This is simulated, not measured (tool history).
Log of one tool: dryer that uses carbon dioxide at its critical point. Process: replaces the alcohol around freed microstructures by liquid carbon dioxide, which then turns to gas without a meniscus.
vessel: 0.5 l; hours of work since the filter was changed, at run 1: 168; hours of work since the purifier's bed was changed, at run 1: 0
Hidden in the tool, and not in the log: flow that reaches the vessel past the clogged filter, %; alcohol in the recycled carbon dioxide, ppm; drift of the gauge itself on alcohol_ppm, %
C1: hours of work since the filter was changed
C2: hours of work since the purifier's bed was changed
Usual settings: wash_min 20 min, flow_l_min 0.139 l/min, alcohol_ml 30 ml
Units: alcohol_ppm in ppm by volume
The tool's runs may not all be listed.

{"run": 1, "day": 0.0, "wash_min": 20, "flow_l_min": 0.139, "alcohol_ml": 30, "C1": 168, "C2": 0, "alcohol_ppm": 578}
{"run": 2, "day": 1.092, "wash_min": 20, "flow_l_min": 0.139, "alcohol_ml": 30, "C1": 177, "C2": 8, "alcohol_ppm": 591}
{"run": 3, "day": 2.367, "wash_min": 20, "flow_l_min": 0.139, "alcohol_ml": 30, "C1": 186, "C2": 18, "alcohol_ppm": 588}
{"run": 4, "day": 4.279, "wash_min": 16, "flow_l_min": 0.139, "alcohol_ml": 30, "C1": 200, "C2": 32, "alcohol_ppm": 1489}
{"run": 5, "day": 6.208, "wash_min": 16, "flow_l_min": 0.139, "alcohol_ml": 30, "C1": 215, "C2": 46, "alcohol_ppm": 1517}
{"run": 6, "day": 7.517, "wash_min": 16, "flow_l_min": 0.139, "alcohol_ml": 30, "C1": 225, "C2": 56, "alcohol_ppm": 1505}
{"run": 7, "day": 9.358, "wash_min": 20, "flow_l_min": 0.139, "alcohol_ml": 47, "C1": 238, "C2": 70, "alcohol_ppm": 972}
{"run": 8, "day": 11.979, "wash_min": 13, "flow_l_min": 0.139, "alcohol_ml": 30, "C1": 258, "C2": 89, "alcohol_ppm": 3046}
{"run": 9, "day": 14.567, "wash_min": 20, "flow_l_min": 0.139, "alcohol_ml": 30, "C1": 277, "C2": 109, "alcohol_ppm": 665}
{"run": 10, "day": 17.262, "wash_min": 20, "flow_l_min": 0.139, "alcohol_ml": 30, "C1": 297, "C2": 129, "alcohol_ppm": 681}
{"run": 11, "day": 18.979, "wash_min": 20, "flow_l_min": 0.139, "alcohol_ml": 30, "C1": 310, "C2": 142, "alcohol_ppm": 701}
{"run": 12, "day": 21.321, "wash_min": 20, "flow_l_min": 0.139, "alcohol_ml": 43, "C1": 328, "C2": 159, "alcohol_ppm": 996}
{"day": 23.025, "done": "inlet filter changed"}
{"run": 13, "day": 23.35, "wash_min": 20, "flow_l_min": 0.139, "alcohol_ml": 43, "C1": 2, "C2": 174, "alcohol_ppm": 794}
{"run": 14, "day": 25.333, "wash_min": 20, "flow_l_min": 0.139, "alcohol_ml": 43, "C1": 17, "C2": 189, "alcohol_ppm": 781}
{"run": 15, "day": 27.788, "wash_min": 20, "flow_l_min": 0.139, "alcohol_ml": 30, "C1": 36, "C2": 207, "alcohol_ppm": 603}
{"run": 16, "day": 29.296, "wash_min": 20, "flow_l_min": 0.179, "alcohol_ml": 30, "C1": 47, "C2": 218, "alcohol_ppm": 218}
{"run": 17, "day": 31.171, "wash_min": 20, "flow_l_min": 0.179, "alcohol_ml": 30, "C1": 61, "C2": 232, "alcohol_ppm": 227}
{"run": 18, "day": 33.079, "wash_min": 20, "flow_l_min": 0.139, "alcohol_ml": 30, "C1": 75, "C2": 247, "alcohol_ppm": 614}
{"run": 19, "day": 34.242, "wash_min": 20, "flow_l_min": 0.139, "alcohol_ml": 30, "C1": 84, "C2": 255, "alcohol_ppm": 619}
{"run": 20, "day": 36.746, "wash_min": 20, "flow_l_min": 0.139, "alcohol_ml": 30, "C1": 102, "C2": 274, "alcohol_ppm": 642}
{"run": 21, "day": 39.129, "wash_min": 20, "flow_l_min": 0.139, "alcohol_ml": 30, "C1": 120, "C2": 292, "alcohol_ppm": 635}
{"run": 22, "day": 41.204, "wash_min": 20, "flow_l_min": 0.139, "alcohol_ml": 30, "C1": 136, "C2": 307, "alcohol_ppm": 670}
{"run": 23, "day": 43.592, "wash_min": 20, "flow_l_min": 0.139, "alcohol_ml": 30, "C1": 153, "C2": 325, "alcohol_ppm": 685}
{"run": 24, "day": 44.742, "wash_min": 20, "flow_l_min": 0.139, "alcohol_ml": 30, "C1": 162, "C2": 334, "alcohol_ppm": 704}
{"run": 25, "day": 46.638, "wash_min": 20, "flow_l_min": 0.139, "alcohol_ml": 30, "C1": 176, "C2": 348, "alcohol_ppm": 692}
{"run": 26, "day": 48.742, "wash_min": 20, "flow_l_min": 0.139, "alcohol_ml": 30, "C1": 192, "C2": 363, "alcohol_ppm": 696}
{"run": 27, "day": 50.796, "wash_min": 15, "flow_l_min": 0.139, "alcohol_ml": 30, "C1": 207, "C2": 379, "alcohol_ppm": 2008}
{"run": 28, "day": 53.258, "wash_min": 15, "flow_l_min": 0.139, "alcohol_ml": 30, "C1": 226, "C2": 397, "alcohol_ppm": 2019}
{"run": 29, "day": 55.792, "wash_min": 16, "flow_l_min": 0.202, "alcohol_ml": 72, "C1": 245, "C2": 416, "alcohol_ppm": 817}
{"run": 30, "day": 57.921, "wash_min": 16, "flow_l_min": 0.136, "alcohol_ml": 113, "C1": 260, "C2": 432, "alcohol_ppm": 6397}
{"run": 31, "day": 60.1, "wash_min": 20, "flow_l_min": 0.139, "alcohol_ml": 30, "C1": 277, "C2": 448, "alcohol_ppm": 796}
{"run": 32, "day": 61.821, "wash_min": 20, "flow_l_min": 0.193, "alcohol_ml": 21, "C1": 289, "C2": 461, "alcohol_ppm": 253}
{"run": 33, "day": 63.433, "wash_min": 22, "flow_l_min": 0.157, "alcohol_ml": 107, "C1": 302, "C2": 473, "alcohol_ppm": 950}
{"run": 34, "day": 65.625, "wash_min": 22, "flow_l_min": 0.157, "alcohol_ml": 107, "C1": 318, "C2": 489, "alcohol_ppm": 929}
{"run": 35, "day": 66.883, "wash_min": 22, "flow_l_min": 0.157, "alcohol_ml": 107, "C1": 327, "C2": 499, "alcohol_ppm": 936}
{"run": 36, "day": 68.492, "wash_min": 22, "flow_l_min": 0.157, "alcohol_ml": 107, "C1": 339, "C2": 511, "alcohol_ppm": 971}
{"day": 68.646, "done": "inlet filter changed"}
{"run": 37, "day": 70.9, "wash_min": 22, "flow_l_min": 0.157, "alcohol_ml": 107, "C1": 17, "C2": 528, "alcohol_ppm": 777}
{"run": 38, "day": 72.358, "wash_min": 20, "flow_l_min": 0.159, "alcohol_ml": 30, "C1": 28, "C2": 539, "alcohol_ppm": 448}
{"run": 39, "day": 74.188, "wash_min": 13, "flow_l_min": 0.139, "alcohol_ml": 30, "C1": 41, "C2": 553, "alcohol_ppm": 2913}
{"run": 40, "day": 76.367, "wash_min": 13, "flow_l_min": 0.23, "alcohol_ml": 83, "C1": 58, "C2": 569, "alcohol_ppm": 1201}
{"run": 41, "day": 77.779, "wash_min": 13, "flow_l_min": 0.23, "alcohol_ml": 83, "C1": 68, "C2": 580, "alcohol_ppm": 1192}
{"run": 42, "day": 80.054, "wash_min": 22, "flow_l_min": 0.23, "alcohol_ml": 106, "C1": 85, "C2": 597, "alcohol_ppm": 270}
{"run": 43, "day": 81.171, "wash_min": 15, "flow_l_min": 0.1, "alcohol_ml": 51, "C1": 93, "C2": 605, "alcohol_ppm": 8306}
{"run": 44, "day": 83.338, "wash_min": 12, "flow_l_min": 0.185, "alcohol_ml": 30, "C1": 110, "C2": 621, "alcohol_ppm": 1603}
{"run": 45, "day": 84.55, "wash_min": 20, "flow_l_min": 0.153, "alcohol_ml": 35, "C1": 119, "C2": 630, "alcohol_ppm": 642}
{"run": 46, "day": 86.838, "wash_min": 16, "flow_l_min": 0.098, "alcohol_ml": 109, "C1": 136, "C2": 647, "alcohol_ppm": 16247}
{"run": 47, "day": 89.142, "wash_min": 14, "flow_l_min": 0.098, "alcohol_ml": 94, "C1": 153, "C2": 665, "alcohol_ppm": 18941}

Forecast each of these 4 alternatives for the next run:
{"run": "A", "day": 91.642, "wash_min": 12, "flow_l_min": 0.223, "alcohol_ml": 94, "C1": 172, "C2": 683, "alcohol_ppm": "?"}
{"run": "B", "day": 91.642, "wash_min": 16, "flow_l_min": 0.09, "alcohol_ml": 22, "C1": 172, "C2": 683, "alcohol_ppm": "?"}
{"run": "C", "day": 91.642, "wash_min": 24, "flow_l_min": 0.161, "alcohol_ml": 94, "C1": 172, "C2": 683, "alcohol_ppm": "?"}
{"run": "D", "day": 91.642, "wash_min": 23, "flow_l_min": 0.091, "alcohol_ml": 28, "C1": 172, "C2": 683, "alcohol_ppm": "?"}

run=A alcohol_ppm=2326
run=B alcohol_ppm=4304
run=C alcohol_ppm=538
run=D alcohol_ppm=1960
Without the tool's hidden state the same runs would have given:
run=A alcohol_ppm=1813
run=B alcohol_ppm=3764
run=C alcohol_ppm=236
run=D alcohol_ppm=1539
